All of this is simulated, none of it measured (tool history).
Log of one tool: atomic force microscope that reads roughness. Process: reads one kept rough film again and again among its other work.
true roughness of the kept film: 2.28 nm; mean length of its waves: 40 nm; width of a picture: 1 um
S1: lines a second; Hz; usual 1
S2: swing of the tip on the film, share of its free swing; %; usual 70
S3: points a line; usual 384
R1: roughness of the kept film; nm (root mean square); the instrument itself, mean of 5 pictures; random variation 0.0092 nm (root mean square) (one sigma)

| run | hour | S1 | S2 | S3 | R1 |
|---|---|---|---|---|---|
| 1 | 0 | 1 | 70 | 384 | 2.089 |
| 2 | 63.7 | 1 | 70 | 384 | 2.03 |
| 3 | 117.3 | 1 | 70 | 384 | 1.992 |
| 4 | 163.8 | 1 | 70 | 478 | 1.958 |
| 5 | 236.4 | 1.51 | 70 | 384 | 1.855 |
|  | 265.9 | new tip fitted |
| 6 | 316.8 | 1.51 | 70 | 384 | 1.994 |
| 7 | 384.9 | 1.51 | 70 | 384 | 1.954 |
| 8 | 444.2 | 1 | 70 | 384 | 1.978 |
| 9 | 508.9 | 1 | 77 | 384 | 1.878 |
| 10 | 545.2 | 1 | 68 | 384 | 1.917 |
|  | 554 | new tip fitted |
| 11 | 607.8 | 1 | 59 | 384 | 2.11 |
| 12 | 662.2 | 1 | 70 | 384 | 2.025 |
| 13 | 712.4 | 1 | 70 | 384 | 1.992 |
| 14 | 764.6 | 2.79 | 59 | 595 | 1.904 |
| 15 | 827.2 | 0.86 | 64 | 701 | 1.948 |
|  | 841 | new tip fitted |
| 16 | 863.8 | 1 | 70 | 371 | 2.092 |
| 17 | 926.1 | 3.12 | 70 | 384 | 1.801 |
| 18 | 966 | 1.99 | 82 | 732 | 1.722 |
| 19 | 1025.8 | 1.99 | 82 | 732 | 1.679 |
| 20 | 1068.2 | 0.54 | 86 | 732 | 1.916 |
| 21 | 1107.1 | 3.31 | 88 | 554 | 1.317 |
|  | 1129.1 | new tip fitted |
| 22 | 1168.5 | 3.31 | 88 | 554 | 1.445 |
| 23 | 1221.9 | 1.87 | 70 | 384 | 1.927 |
|  | 1263.1 | height scale calibrated on a step standard |
| 24 | 1294 | 1.87 | 70 | 384 | 1.86 |
| 25 | 1335.3 | 2.6 | 70 | 622 | 1.754 |
| 26 | 1376.3 | 0.63 | 71 | 622 | 1.933 |

Some steps in R1 between neighbouring runs. How much of each would the tool show without its hidden state too (settings, what came in, random variation), and how much is left for the hidden state, with any gauge scatter that isn't in both results?
The hidden state here: radius of the tip, nm; height scale over the true one, %; drift of the gauge itself on roughness_nm, %.
Run 10 -> 11: S2 68 -> 59, new tip fitted. R1 +0.193 nm (root mean square): hidden state +0.155, all else +0.038.
Run 15 -> 16: S1 0.86 -> 1, S2 64 -> 70, S3 701 -> 371, new tip fitted. R1 +0.144 nm (root mean square): hidden state +0.179, all else -0.035.
Run 20 -> 21: S1 0.54 -> 3.31, S2 86 -> 88, S3 732 -> 554. R1 -0.599 nm (root mean square): hidden state +0.02, all else -0.619.
Run 22 -> 23: S1 3.31 -> 1.87, S2 88 -> 70, S3 554 -> 384. R1 +0.482 nm (root mean square): hidden state -0.032, all else +0.514.
